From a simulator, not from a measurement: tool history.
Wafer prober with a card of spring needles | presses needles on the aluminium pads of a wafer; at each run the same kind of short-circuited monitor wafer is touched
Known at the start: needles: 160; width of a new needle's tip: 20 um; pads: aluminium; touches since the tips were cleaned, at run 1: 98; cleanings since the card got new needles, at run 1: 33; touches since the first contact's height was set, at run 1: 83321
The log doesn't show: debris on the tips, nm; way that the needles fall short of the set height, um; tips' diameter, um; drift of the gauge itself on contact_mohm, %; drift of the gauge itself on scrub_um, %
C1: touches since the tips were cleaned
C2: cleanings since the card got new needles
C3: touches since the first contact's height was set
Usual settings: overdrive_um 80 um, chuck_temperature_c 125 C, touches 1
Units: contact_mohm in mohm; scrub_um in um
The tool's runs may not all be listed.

Run 1, day 0: usual settings; C1 98; C2 33; C3 83321. Result: contact_mohm 143 mohm, scrub_um 11.24 um.
At day 0.458: tips cleaned on abrasive film.
At day 0.912: tips cleaned on abrasive film.
At day 1.371: tips cleaned on abrasive film.
At day 1.942: tips cleaned on abrasive film.
At day 2.4: tips cleaned on abrasive film.
At day 2.854: tips cleaned on abrasive film.
Run 2, day 3.012: usual settings but overdrive_um 65 um; C1 805; C2 39; C3 98679. Result: contact_mohm 145 mohm, scrub_um 9.18 um.
At day 3.354: tips cleaned on abrasive film.
At day 3.925: tips cleaned on abrasive film.
At day 4.383: tips cleaned on abrasive film.
At day 4.842: tips cleaned on abrasive film.
At day 5.408: tips cleaned on abrasive film.
At day 5.867: tips cleaned on abrasive film.
At day 6.325: tips cleaned on abrasive film.
Run 3, day 6.6: usual settings; C1 1409; C2 46; C3 116966. Result: contact_mohm 142 mohm, scrub_um 11.35 um.
At day 6.829: tips cleaned on abrasive film.
At day 7.283: tips cleaned on abrasive film.
At day 7.854: tips cleaned on abrasive film.
At day 8.312: tips cleaned on abrasive film.
At day 8.883: tips cleaned on abrasive film.
At day 9.454: tips cleaned on abrasive film.
At day 9.908: tips cleaned on abrasive film.
Run 4, day 10.271: usual settings; C1 1866; C2 53; C3 135709. Result: contact_mohm 141 mohm, scrub_um 11.29 um.
At day 10.388: tips cleaned on abrasive film.
At day 10.846: tips cleaned on abrasive film.
At day 11.304: tips cleaned on abrasive film.
At day 11.875: tips cleaned on abrasive film.
At day 12.329: tips cleaned on abrasive film.
At day 12.788: tips cleaned on abrasive film.
Run 5, day 13.196: usual settings; C1 2107; C2 59; C3 150618. Result: contact_mohm 141 mohm, scrub_um 11.33 um.
At day 13.317: tips cleaned on abrasive film.
At day 13.771: tips cleaned on abrasive film.
At day 14.229: tips cleaned on abrasive film.
At day 14.688: tips cleaned on abrasive film.
At day 14.812: height of the first contact set anew.
At day 15.154: tips cleaned on abrasive film.
Run 6, day 15.354: usual settings; C1 1021; C2 64; C3 2767. Result: contact_mohm 144 mohm, scrub_um 11.36 um.
At day 15.696: tips cleaned on abrasive film.
At day 16.154: tips cleaned on abrasive film.
At day 16.612: tips cleaned on abrasive film.
At day 17.067: tips cleaned on abrasive film.
At day 17.638: tips cleaned on abrasive film.
At day 18.096: tips cleaned on abrasive film.
At day 18.55: tips cleaned on abrasive film.
Run 7, day 18.675: usual settings; C1 633; C2 71; C3 19695. Result: contact_mohm 143 mohm, scrub_um 11.37 um.
At day 19.017: tips cleaned on abrasive film.
At day 19.475: tips cleaned on abrasive film.
At day 20.046: tips cleaned on abrasive film.
Run 8, day 20.475: usual settings but overdrive_um 99 um; C1 2205; C2 74; C3 28881. Result: contact_mohm 138 mohm, scrub_um 14.06 um.
At day 20.592: tips cleaned on abrasive film.
At day 21.162: tips cleaned on abrasive film.
At day 21.733: tips cleaned on abrasive film.
At day 22.267: tips cleaned on abrasive film.
Run 9, day 22.267: usual settings but overdrive_um 99 um; C1 0; C2 78; C3 38004. Result: contact_mohm 136 mohm, scrub_um 14.12 um.
At day 22.833: tips cleaned on abrasive film.
At day 23.292: tips cleaned on abrasive film.
At day 23.862: tips cleaned on abrasive film.
Run 10, day 24.138: usual settings but overdrive_um 99 um; C1 1419; C2 81; C3 47570. Result: contact_mohm 139 mohm, scrub_um 14.06 um.
At day 24.371: tips cleaned on abrasive film.
At day 24.825: tips cleaned on abrasive film.
At day 25.283: tips cleaned on abrasive film.
At day 25.742: tips cleaned on abrasive film.
At day 26.308: tips cleaned on abrasive film.
At day 26.767: tips cleaned on abrasive film.
At day 27.225: tips cleaned on abrasive film.
Run 11, day 27.525: usual settings; C1 1546; C2 88; C3 64831. Result: contact_mohm 145 mohm, scrub_um 11.38 um.
At day 27.754: tips cleaned on abrasive film.
At day 28.212: tips cleaned on abrasive film.
At day 28.671: tips cleaned on abrasive film.
At day 29.125: tips cleaned on abrasive film.
At day 29.583: tips cleaned on abrasive film.
At day 30.042: tips cleaned on abrasive film.
At day 30.496: tips cleaned on abrasive film.
Run 12, day 30.858: usual settings; C1 1862; C2 95; C3 81825. Result: contact_mohm 144 mohm, scrub_um 11.46 um.
At day 30.975: tips cleaned on abrasive film.
At day 31.546: tips cleaned on abrasive film.
At day 32.004: tips cleaned on abrasive film.
At day 32.575: tips cleaned on abrasive film.
At day 33.142: tips cleaned on abrasive film.
At day 33.6: tips cleaned on abrasive film.
At day 34.058: tips cleaned on abrasive film.
Run 13, day 34.217: usual settings; C1 809; C2 102; C3 98929. Result: contact_mohm 143 mohm, scrub_um 11.39 um.
At day 34.558: tips cleaned on abrasive film.
At day 35.017: tips cleaned on abrasive film.
At day 35.588: tips cleaned on abrasive film.
Run 14, day 35.771: usual settings but chuck_temperature_c 103 C; C1 951; C2 105; C3 106863. Result: contact_mohm 139 mohm, scrub_um 11.46 um.
At day 36.112: tips cleaned on abrasive film.
At day 36.571: tips cleaned on abrasive film.
At day 37.029: tips cleaned on abrasive film.
At day 37.483: tips cleaned on abrasive film.
At day 37.942: tips cleaned on abrasive film.
At day 38.4: tips cleaned on abrasive film.
At day 38.971: tips cleaned on abrasive film.
Run 15, day 39.058: usual settings but overdrive_um 78 um, chuck_temperature_c 30 C, touches 2; C1 456; C2 112; C3 123615. Result: contact_mohm 129 mohm, scrub_um 11.03 um.
At day 39.517: tips cleaned on abrasive film.
At day 40.083: tips cleaned on abrasive film.
At day 40.654: tips cleaned on abrasive film.
At day 41.112: tips cleaned on abrasive film.
At day 41.571: tips cleaned on abrasive film.
At day 42.025: tips cleaned on abrasive film.
At day 42.483: tips cleaned on abrasive film.
Run 16, day 42.638: usual settings but overdrive_um 93 um, chuck_temperature_c 25 C, touches 2; C1 802; C2 119; C3 141877. Result: contact_mohm 124 mohm, scrub_um 13.27 um.
At day 42.983: tips cleaned on abrasive film.
At day 43.442: tips cleaned on abrasive film.
At day 43.896: tips cleaned on abrasive film.
At day 44.354: tips cleaned on abrasive film.
Run 17, day 44.4: usual settings but overdrive_um 90 um, chuck_temperature_c 115 C, touches 2; C1 249; C2 123; C3 150856. Result: contact_mohm 140 mohm, scrub_um 12.99 um.
At day 44.858: tips cleaned on abrasive film.
At day 45.317: tips cleaned on abrasive film.
At day 45.888: tips cleaned on abrasive film.
At day 46.012: height of the first contact set anew.
At day 46.354: tips cleaned on abrasive film.
Run 18, day 46.358: usual settings but overdrive_um 60 um, chuck_temperature_c 25 C, touches 2; C1 15; C2 127; C3 1761. Result: contact_mohm 130 mohm, scrub_um 8.61 um.
At day 46.817: tips cleaned on abrasive film.
At day 47.275: tips cleaned on abrasive film.
At day 47.729: tips cleaned on abrasive film.
Run 19, day 47.962: usual settings but overdrive_um 77 um; C1 1201; C2 130; C3 9954. Result: contact_mohm 144 mohm, scrub_um 11.04 um.
At day 48.192: tips cleaned on abrasive film.
At day 48.65: tips cleaned on abrasive film.
At day 49.108: tips cleaned on abrasive film.
At day 49.562: tips cleaned on abrasive film.
At day 50.021: tips cleaned on abrasive film.
At day 50.592: tips cleaned on abrasive film.
Run 20, day 50.792: usual settings but overdrive_um 77 um; C1 1021; C2 136; C3 24352. Result: contact_mohm 142 mohm, scrub_um 11.12 um.
At day 51.133: tips cleaned on abrasive film.
At day 51.358: gauge calibrated.
At day 51.592: tips cleaned on abrasive film.
At day 52.162: tips cleaned on abrasive film.
At day 52.617: tips cleaned on abrasive film.
At day 53.075: tips cleaned on abrasive film.
Run 21, day 53.083: usual settings but overdrive_um 74 um; C1 49; C2 141; C3 36041. Result: contact_mohm 146 mohm, scrub_um 10.45 um.
At day 53.542: tips cleaned on abrasive film.
At day 53.996: tips cleaned on abrasive film.
At day 54.567: tips cleaned on abrasive film.
At day 55.138: tips cleaned on abrasive film.
Run 22, day 55.258: usual settings but overdrive_um 74 um; C1 627; C2 145; C3 47138. Result: contact_mohm 147 mohm, scrub_um 10.41 um.
At day 55.604: tips cleaned on abrasive film.
At day 56.062: tips cleaned on abrasive film.
At day 56.521: tips cleaned on abrasive film.
At day 56.975: tips cleaned on abrasive film.
Run 23, day 57.283: usual settings but overdrive_um 69 um; C1 1591; C2 149; C3 57471. Result: contact_mohm 146 mohm, scrub_um 9.8 um.
At day 57.517: tips cleaned on abrasive film.
At day 57.971: tips cleaned on abrasive film.
At day 58.429: tips cleaned on abrasive film.
At day 58.888: tips cleaned on abrasive film.
At day 59.342: tips cleaned on abrasive film.
Run 24, day 59.354: usual settings but overdrive_um 69 um; C1 48; C2 154; C3 67995. Result: contact_mohm 148 mohm, scrub_um 9.65 um.

3 ways to go on from here, each from the tool as it stands after run 24. What would each give?
At day 59.812: tips cleaned on abrasive film.
At day 60.267: tips cleaned on abrasive film.
At day 60.838: tips cleaned on abrasive film.
Run A, day 61.271: usual settings but chuck_temperature_c 76 C, touches 2; C1 2227; C2 157; C3 77796. Result: contact_mohm ?, scrub_um ?.
At day 59.812: tips cleaned on abrasive film.
At day 60.267: tips cleaned on abrasive film.
At day 60.838: tips cleaned on abrasive film.
Run B, day 61.271: usual settings but overdrive_um 78 um; C1 2227; C2 157; C3 77796. Result: contact_mohm ?, scrub_um ?.
At day 59.812: tips cleaned on abrasive film.
At day 60.267: tips cleaned on abrasive film.
At day 60.838: tips cleaned on abrasive film.
Run C, day 61.271: usual settings but overdrive_um 69 um, chuck_temperature_c 30 C; C1 2227; C2 157; C3 77796. Result: contact_mohm ?, scrub_um ?.

run  contact_mohm  scrub_um
  A           134     11.28
  B           143     11.07
  C           129      9.79
Without the tool's hidden state the same runs would have given:
run  contact_mohm  scrub_um
  A           133     11.23
  B           143     11.03
  C           129      9.76
